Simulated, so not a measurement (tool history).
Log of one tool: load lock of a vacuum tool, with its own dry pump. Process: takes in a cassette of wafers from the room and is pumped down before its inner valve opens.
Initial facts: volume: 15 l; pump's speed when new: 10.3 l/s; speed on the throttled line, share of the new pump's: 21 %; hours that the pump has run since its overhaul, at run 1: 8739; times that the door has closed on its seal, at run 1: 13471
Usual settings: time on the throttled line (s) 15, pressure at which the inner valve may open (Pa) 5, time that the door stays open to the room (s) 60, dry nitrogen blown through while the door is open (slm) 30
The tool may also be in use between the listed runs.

run	hour	time on the throttled line (s)	pressure at which the inner valve may open (Pa)	time that the door stays open to the room (s)	dry nitrogen blown through while the door is open (slm)	hours that the pump has run since its overhaul	times that the door has closed on its seal	incoming humidity of the room's air, %	time from the closed door until the inner valve may open (s)	rise of the pressure with all valves shut (Pa/min)
1	0	15	5	60	30	8739	13471	43.3	26.4	0.045
2	404.1	15	5	60	30	9143	14655	44.2	26.7	0.043
3	617.4	15	5	60	30	9357	15280	44.5	26.4	0.05
4	816.7	15	5	52	30	9556	15863	41.2	26.3	0.041
5	1065.5	15	5	52	30	9805	16592	46.4	26.7	0.045
6	1321.4	15	5	60	30	10061	17342	44.8	26.9	0.044
7	1727.2	15	5	60	5	10467	18530	45.5	26.3	0.069
8	2145.6	15	5	60	5	10885	19756	46.9	25.8	0.076
9	2402.8	15	5	60	7	11142	20509	42.3	26.2	0.067
10	2640.5	15	5	63	7	11380	21205	46	26.7	0.072
11	2884.9	20	5	48	9	11624	21921	45.7	30.7	0.054
# hour 2947.8: door's seal changed, seat wiped
12	3184.9	19	4	60	16	11923	694	42	29.3	0.054
13	3541.3	15	5	216	6	12279	1738	47.7	26.4	0.165
14	3849.4	15	5	216	25	12587	2640	45.5	25.9	0.112
15	4058	15	5	216	25	12796	3251	45.5	26.4	0.12
16	4326.4	15	5	216	25	13064	4037	46.9	26.4	0.119
17	4655.7	14	8	100	30	13394	5002	46.8	24.9	0.062
18	4968.7	14	8	100	30	13707	5919	40.9	25.5	0.059
19	5319.7	16	5	56	30	14058	6947	44.3	27.2	0.048

5 options for the next run, each taken on its own from the tool as it stands now. Forecast them:
A	5723.9	20	9	60	30	14462	8131	49	?	?
B	5723.9	16	9	143	15	14462	8131	40.2	?	?
C	5723.9	15	5	60	6	14462	8131	46.2	?	?
D	5723.9	16	9	70	30	14462	8131	45.9	?	?
E	5723.9	16	5	41	30	14462	8131	44.9	?	?

run	time from the closed door until the inner valve may open (s)	rise of the pressure with all valves shut (Pa/min)
A	30.1	0.049
B	26.3	0.097
C	26	0.067
D	25.7	0.05
E	27.4	0.035
Take away the tool's hidden state, keep each run's random variation, and the runs would have read:
run	time from the closed door until the inner valve may open (s)	rise of the pressure with all valves shut (Pa/min)
A	30.1	0.049
B	26.3	0.096
C	26	0.067
D	25.7	0.05
E	27.4	0.034
